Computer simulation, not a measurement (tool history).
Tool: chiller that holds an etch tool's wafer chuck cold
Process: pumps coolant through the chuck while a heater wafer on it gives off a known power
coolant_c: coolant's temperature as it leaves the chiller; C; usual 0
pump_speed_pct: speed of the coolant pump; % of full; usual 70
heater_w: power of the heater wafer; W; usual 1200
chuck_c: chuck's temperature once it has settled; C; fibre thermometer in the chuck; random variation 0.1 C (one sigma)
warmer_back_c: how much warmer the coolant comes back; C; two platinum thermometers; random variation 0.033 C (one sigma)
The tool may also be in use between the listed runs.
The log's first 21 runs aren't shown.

run	hour	coolant_c	pump_speed_pct	heater_w	hours since the coolant was changed and the channels were flushed	hours since the pump was overhauled	hours since the chiller's thermometer was calibrated	chuck_c	warmer_back_c
22	1553.6	5	70	1200	6224	1831	1568	21.5	4.8
23	1599.4	5	70	1200	6270	1877	1614	21.6	4.87
24	1688	5	70	1200	6359	1965	1702	21.7	4.88
25	1741.3	0	87	1361	6412	2019	1756	15.6	4.3
26	1839	1	82	1330	6510	2117	1853	17.3	4.54
27	1927	4	82	906	6598	2204	1941	15	3.13
28	1967.1	4	82	906	6638	2245	1981	14.9	3.13
29	2040.2	5	62	622	6711	2318	2055	14.6	3
30	2138.6	4	92	622	6809	2416	2153	11	2.05
31	2212.4	4	92	622	6883	2490	2227	11	2.04
32	2292.2	7	97	643	6963	2570	2306	13.9	2

Forecast each of these 4 alternatives for the next run:
A	2354.4	-5	72	926	7025	2632	2369	?	?
B	2354.4	7	97	776	7025	2632	2369	?	?
C	2354.4	1	79	1631	7025	2632	2369	?	?
D	2354.4	9	73	643	7025	2632	2369	?	?

run	chuck_c	warmer_back_c
A	7.6	3.87
B	15	2.4
C	21.5	5.9
D	17.5	2.71
Without the tool's hidden state the same runs would have given:
run	chuck_c	warmer_back_c
A	7.6	3.59
B	15	2.12
C	21.5	5.62
D	17.5	2.43

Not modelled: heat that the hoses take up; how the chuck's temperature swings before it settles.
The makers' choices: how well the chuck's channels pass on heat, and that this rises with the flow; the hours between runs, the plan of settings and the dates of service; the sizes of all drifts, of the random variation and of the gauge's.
